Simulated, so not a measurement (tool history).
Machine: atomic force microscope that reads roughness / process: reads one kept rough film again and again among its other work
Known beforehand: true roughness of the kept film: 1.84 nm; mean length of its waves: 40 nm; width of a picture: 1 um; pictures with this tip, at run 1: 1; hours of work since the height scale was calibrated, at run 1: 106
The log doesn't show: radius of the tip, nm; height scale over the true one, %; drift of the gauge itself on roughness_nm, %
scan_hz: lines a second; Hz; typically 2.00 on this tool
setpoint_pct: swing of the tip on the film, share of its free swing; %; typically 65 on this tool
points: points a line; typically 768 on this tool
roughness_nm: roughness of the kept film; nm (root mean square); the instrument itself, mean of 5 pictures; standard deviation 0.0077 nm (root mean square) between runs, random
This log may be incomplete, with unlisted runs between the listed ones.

run    day  scan_hz  setpoint_pct  points  pictures with this tip  hours of work since the height scale was calibrated  roughness_nm
  1  0.000     2.00            65     768                       1                                                  106         1.630
  2  0.367     1.68            65     768                       9                                                  110         1.659
  3  0.721     0.54            65     768                      18                                                  114         1.730
  4  1.150     0.54            65     768                      28                                                  119         1.740
  5  1.758     2.00            89     768                      43                                                  126         1.307
  6  2.038     2.00            65     768                      49                                                  129         1.587
  7  2.392     2.00            65     768                      58                                                  133         1.598
  8  2.779     2.00            58     768                      67                                                  138         1.641
  9  3.050     2.00            65     768                      73                                                  141         1.569
 10  3.425     2.00            65     768                      82                                                  145         1.565
 11  3.825     2.00            65     768                      92                                                  150         1.565
 12  4.362     2.00            60     572                     105                                                  156         1.587
 13  4.721     2.00            60     572                     113                                                  161         1.589
 14  5.229     1.06            88     572                     125                                                  166         1.441
 15  5.688     2.00            58     362                     136                                                  172         1.579
     5.750  -- new tip fitted
 16  6.021     3.17            90    1011                       6                                                  175         1.144
 17  6.317     3.17            90    1011                      14                                                  179         1.138
 18  6.629     0.63            58     349                      21                                                  183         1.730

Run 19 comes next. What will it give?
 19  7.025     3.31            58     825                      30                                                  187             ?

roughness_nm: 1.608 nm (root mean square)
Were there no unlogged condition in the tool, this run, its random variation unchanged, would have produced roughness_nm 1.630 nm (root mean square).

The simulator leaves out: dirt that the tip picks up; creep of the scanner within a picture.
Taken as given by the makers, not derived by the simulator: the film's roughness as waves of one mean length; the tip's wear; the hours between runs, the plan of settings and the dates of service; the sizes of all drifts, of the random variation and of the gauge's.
